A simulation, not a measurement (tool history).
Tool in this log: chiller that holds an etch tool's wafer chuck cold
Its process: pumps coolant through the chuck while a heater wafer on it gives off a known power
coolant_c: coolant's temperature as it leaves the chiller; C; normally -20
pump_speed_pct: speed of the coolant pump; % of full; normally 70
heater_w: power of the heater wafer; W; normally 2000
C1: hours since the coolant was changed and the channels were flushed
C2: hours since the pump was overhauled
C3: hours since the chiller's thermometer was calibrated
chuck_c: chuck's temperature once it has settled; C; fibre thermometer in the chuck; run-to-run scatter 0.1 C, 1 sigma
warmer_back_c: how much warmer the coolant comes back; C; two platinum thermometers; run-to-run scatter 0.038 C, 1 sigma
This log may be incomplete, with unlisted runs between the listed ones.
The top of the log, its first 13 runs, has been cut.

run 14 hour=304.3 | coolant_c=-20 pump_speed_pct=70 heater_w=2000 | C1=703 C2=802 C3=425 | chuck_c=-2.4 warmer_back_c=7.83
run 15 hour=332.1 | coolant_c=-20 pump_speed_pct=70 heater_w=2000 | C1=730 C2=830 C3=453 | chuck_c=-2.5 warmer_back_c=7.83
run 16 hour=356.8 | coolant_c=-20 pump_speed_pct=70 heater_w=2000 | C1=755 C2=855 C3=478 | chuck_c=-2.2 warmer_back_c=7.96
run 17 hour=383.2 | coolant_c=-20 pump_speed_pct=70 heater_w=2000 | C1=782 C2=881 C3=504 | chuck_c=-2.2 warmer_back_c=7.9
run 18 hour=413.5 | coolant_c=-20 pump_speed_pct=70 heater_w=2000 | C1=812 C2=911 C3=534 | chuck_c=-2.4 warmer_back_c=7.92
run 19 hour=431.9 | coolant_c=-10 pump_speed_pct=62 heater_w=2000 | C1=830 C2=930 C3=553 | chuck_c=9.3 warmer_back_c=8.94
run 20 hour=458.1 | coolant_c=-16 pump_speed_pct=84 heater_w=2000 | C1=856 C2=956 C3=579 | chuck_c=-0.5 warmer_back_c=6.41
run 21 hour=489.9 | coolant_c=-17 pump_speed_pct=93 heater_w=1549 | C1=888 C2=988 C3=611 | chuck_c=-6.1 warmer_back_c=4.48

Run 22 has not been measured yet. What should we expect?
run 22 hour=524.5 | coolant_c=-22 pump_speed_pct=91 heater_w=2000 | C1=923 C2=1022 C3=645 | chuck_c=? warmer_back_c=?

{"run 22": {"chuck_c": -7.2, "warmer_back_c": 5.87}}
Minus the tool's unlogged condition, the same run would have read chuck_c -7.4 C, warmer_back_c 5.8 C.
